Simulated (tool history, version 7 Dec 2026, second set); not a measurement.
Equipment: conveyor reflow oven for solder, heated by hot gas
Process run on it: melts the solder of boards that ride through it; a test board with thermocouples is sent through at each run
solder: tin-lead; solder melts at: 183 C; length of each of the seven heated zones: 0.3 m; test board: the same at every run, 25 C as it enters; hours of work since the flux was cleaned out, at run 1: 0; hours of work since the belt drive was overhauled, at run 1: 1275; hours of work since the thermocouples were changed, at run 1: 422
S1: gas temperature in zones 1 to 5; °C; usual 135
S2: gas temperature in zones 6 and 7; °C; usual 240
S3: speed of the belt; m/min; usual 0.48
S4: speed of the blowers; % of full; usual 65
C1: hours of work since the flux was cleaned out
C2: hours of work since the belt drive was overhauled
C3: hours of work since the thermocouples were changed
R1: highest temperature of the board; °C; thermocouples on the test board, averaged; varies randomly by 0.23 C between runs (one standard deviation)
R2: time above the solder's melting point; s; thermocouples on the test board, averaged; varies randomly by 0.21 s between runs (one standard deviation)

run	day	S1	S2	S3	S4	C1	C2	C3	R1	R2
1	0	135	240	0.48	65	0	1275	422	216.7	54.9
2	1.533	135	240	0.48	65	28	1302	450	216.2	54.5
3	2.442	135	240	0.48	57	44	1319	466	212.8	50.8
# day 3.812: belt drive overhauled, speed set with a stopwatch
4	4.742	139	240	0.48	57	83	17	505	212.5	50.2
5	6.129	139	240	0.48	57	108	42	530	212.3	50.2
6	8.15	139	240	0.48	57	145	79	567	211.8	49.6
7	9.646	131	240	0.48	65	172	106	594	213.2	48.5
8	10.8	131	240	0.48	80	193	127	615	218	53.7
9	12.871	135	240	0.48	65	230	164	652	213	50.6
10	14.838	135	240	0.48	65	266	200	688	213.1	50
# day 16.429: thermocouples of zones 6 and 7 changed
11	16.475	135	240	0.48	65	294	228	1	211.8	48.8
# day 17.804: flux residue cleaned out of gas plates and filters
12	17.804	135	240	0.48	65	0	248	21	214.8	52
13	18.942	135	240	0.48	65	21	269	42	215.3	52.5
14	20.704	135	240	0.48	65	53	301	74	214.3	52.3
15	21.758	135	240	0.48	66	72	320	93	214.6	51.9
16	23.954	135	236	0.48	66	111	360	133	211.1	49.1
17	25.475	135	240	0.48	63	139	387	160	213	50.2
18	26.483	135	240	0.48	63	157	405	178	212.4	49.9
19	27.967	135	231	0.578	84	184	432	205	204.6	34.9
20	29.258	135	248	0.52	65	208	456	229	215.9	48.5
21	30.304	135	240	0.48	76	226	475	248	216.4	54
22	31.462	135	240	0.48	76	247	496	269	216.5	53.8
23	33.558	135	240	0.523	56	285	534	307	204.4	36.7
# day 35.317: flux residue cleaned out of gas plates and filters
24	35.417	135	242	0.523	56	2	563	336	209.3	42.1
25	37.383	135	242	0.523	56	37	599	372	209	41.9
26	39.529	135	242	0.523	56	76	638	411	208.6	41.2
27	40.658	135	242	0.523	56	97	658	431	208.8	41.3
28	42.625	135	242	0.523	56	132	694	467	208.2	40.7
29	44.121	138	250	0.523	79	159	721	494	224.9	56.1
30	45.396	138	250	0.523	79	183	744	517	224.2	55.8
31	46.838	139	240	0.48	82	209	770	543	219.7	58.8

Across each entry between runs, compare the hidden state at the last listed run before it with the hidden state at the first listed run after it:
Runs 3 to 4: belt drive overhauled, speed set with a stopwatch (day 3.812)
  heat that the gas passes to the board, % of a clean oven's: 98.1 -> 96.7; belt's true speed, % of the reading: 97.65 -> 99.98; true gas temperature in zones 6 and 7 over the reading, C: 0.41 -> 0.47
  difference, measured minus the result without the unlogged condition, R1: +0.8 -> -0.6 °C; R2: +2.1 -> -0.7 s
Runs 10 to 11: thermocouples of zones 6 and 7 changed (day 16.429)
  heat that the gas passes to the board, % of a clean oven's: 90.4 -> 89.5; belt's true speed, % of the reading: 99.67 -> 99.62; true gas temperature in zones 6 and 7 over the reading, C: 0.72 -> -0.64
  difference, measured minus the result without the unlogged condition, R1: -2.3 -> -3.7 °C; R2: -2.4 -> -3.7 s
Runs 11 to 12: flux residue cleaned out of gas plates and filters (day 17.804)
  heat that the gas passes to the board, % of a clean oven's: 89.5 -> 100; belt's true speed, % of the reading: 99.62 -> 99.59; true gas temperature in zones 6 and 7 over the reading, C: -0.64 -> -0.61
  difference, measured minus the result without the unlogged condition, R1: -3.7 -> -0.4 °C; R2: -3.7 -> +0 s
Runs 23 to 24: flux residue cleaned out of gas plates and filters (day 35.317)
  heat that the gas passes to the board, % of a clean oven's: 90 -> 99.6; belt's true speed, % of the reading: 99.09 -> 99.04; true gas temperature in zones 6 and 7 over the reading, C: -0.21 -> -0.16
  difference, measured minus the result without the unlogged condition, R1: -2.9 -> +0.2 °C; R2: -3.2 -> +0.7 s

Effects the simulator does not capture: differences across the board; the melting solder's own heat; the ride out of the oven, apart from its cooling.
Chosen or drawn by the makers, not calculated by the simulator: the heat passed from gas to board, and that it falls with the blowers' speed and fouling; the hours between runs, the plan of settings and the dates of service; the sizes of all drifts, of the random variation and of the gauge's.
